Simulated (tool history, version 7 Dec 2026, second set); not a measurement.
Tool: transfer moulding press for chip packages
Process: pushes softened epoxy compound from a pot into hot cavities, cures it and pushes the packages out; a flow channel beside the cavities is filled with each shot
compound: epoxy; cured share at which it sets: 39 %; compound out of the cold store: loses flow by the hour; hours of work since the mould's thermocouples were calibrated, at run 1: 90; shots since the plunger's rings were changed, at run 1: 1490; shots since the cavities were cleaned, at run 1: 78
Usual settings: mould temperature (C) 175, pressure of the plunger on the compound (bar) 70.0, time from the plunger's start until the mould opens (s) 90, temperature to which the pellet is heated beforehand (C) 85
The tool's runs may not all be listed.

run,hour,mould temperature (C),pressure of the plunger on the compound (bar),time from the plunger's start until the mould opens (s),temperature to which the pellet is heated beforehand (C),hours of work since the mould's thermocouples were calibrated,shots since the plunger's rings were changed,shots since the cavities were cleaned,incoming compound's hours out of the cold store,length that the compound runs in the flow channel (mm),greatest force on the pins that push the packages out (N)
1,0.0,175,70.0,90,85,90,1490,78,8.3,1035,641
2,24.1,175,70.0,90,85,109,1830,418,40.2,899,674
# hour 33.3: cavities cleaned with cleaning compound and waxed
3,40.1,175,70.0,90,85,120,2034,96,28.5,943,619
4,64.2,175,70.0,90,85,139,2374,436,18.9,981,728
# hour 71.3: cavities cleaned with cleaning compound and waxed
5,93.7,175,70.0,90,78,161,2769,316,27.8,942,709
# hour 109.8: cavities cleaned with cleaning compound and waxed
6,119.9,175,70.0,90,85,181,3116,141,18.9,977,617
7,144.3,175,70.0,95,85,200,3461,486,31.6,923,685
# hour 150.0: cavities cleaned with cleaning compound and waxed
8,169.9,175,70.0,95,85,219,3801,281,23.3,953,633
9,185.3,175,70.0,95,85,231,4017,497,22.3,951,694
# hour 188.0: cavities cleaned with cleaning compound and waxed
10,208.6,175,70.0,95,85,248,4325,290,43.4,871,621
# hour 220.3: plunger's sealing rings changed
# hour 230.0: cavities cleaned with cleaning compound and waxed
11,234.9,175,70.0,90,85,265,185,69,23.9,977,638
12,249.9,175,55.5,90,85,277,396,280,40.7,806,651
# hour 268.2: cavities cleaned with cleaning compound and waxed
13,269.3,175,70.0,106,85,291,649,16,30.5,942,487
14,283.6,172,70.0,90,77,302,850,217,41.3,905,758
15,295.5,177,72.0,124,94,312,1017,384,17.4,1003,585
# hour 306.6: cavities cleaned with cleaning compound and waxed
16,324.2,179,76.1,75,85,333,1402,249,32.1,962,699
17,340.5,168,70.0,99,94,346,1631,478,31.5,939,848
# hour 344.6: cavities cleaned with cleaning compound and waxed
18,368.1,168,70.0,99,79,366,1998,331,44.2,895,793
# hour 383.1: cavities cleaned with cleaning compound and waxed
19,385.2,182,70.0,90,85,379,2219,30,33.8,909,452
20,412.7,182,70.0,90,85,400,2607,418,45.2,860,579
# hour 421.6: cavities cleaned with cleaning compound and waxed
21,441.4,172,70.0,90,86,422,2990,280,33.2,920,773
# hour 460.5: cavities cleaned with cleaning compound and waxed
22,462.3,176,59.5,97,80,437,3264,25,28.7,864,515
23,478.5,175,59.5,97,88,449,3491,252,26.0,865,615
24,495.5,181,59.5,81,88,463,3731,492,35.7,821,657
# hour 499.1: cavities cleaned with cleaning compound and waxed
25,517.9,181,59.5,81,88,479,4026,264,20.0,876,589
# hour 537.4: cavities cleaned with cleaning compound and waxed
26,544.5,181,59.5,81,88,499,4380,100,15.2,889,567

Hidden state or all else? Some run-to-run changes of length that the compound runs in the flow channel (mm), split into what the settings, what came in and random variation would give without the hidden state, and what is left for the hidden state (with any gauge scatter that isn't in both results):
The hidden state here: true mould temperature over the reading, C; pressure that reaches the compound, % of what is set; grip of the stained cavities, % over clean ones'; drift of the gauge itself on flow_mm, %; drift of the gauge itself on push_out_n, %.
Run 1 -> 2: no setting changed, nothing entered. length that the compound runs in the flow channel (mm) -136: hidden state +0, all else -136.
Run 10 -> 11: time from the plunger's start until the mould opens (s) 95 -> 90, plunger's sealing rings changed, cavities cleaned with cleaning compound and waxed. length that the compound runs in the flow channel (mm) +106: hidden state +22, all else +84.
Run 11 -> 12: pressure of the plunger on the compound (bar) 70.0 -> 55.5. length that the compound runs in the flow channel (mm) -171: hidden state -1, all else -170.
Run 20 -> 21: mould temperature (C) 182 -> 172, temperature to which the pellet is heated beforehand (C) 85 -> 86, cavities cleaned with cleaning compound and waxed. length that the compound runs in the flow channel (mm) +60: hidden state -4, all else +64.
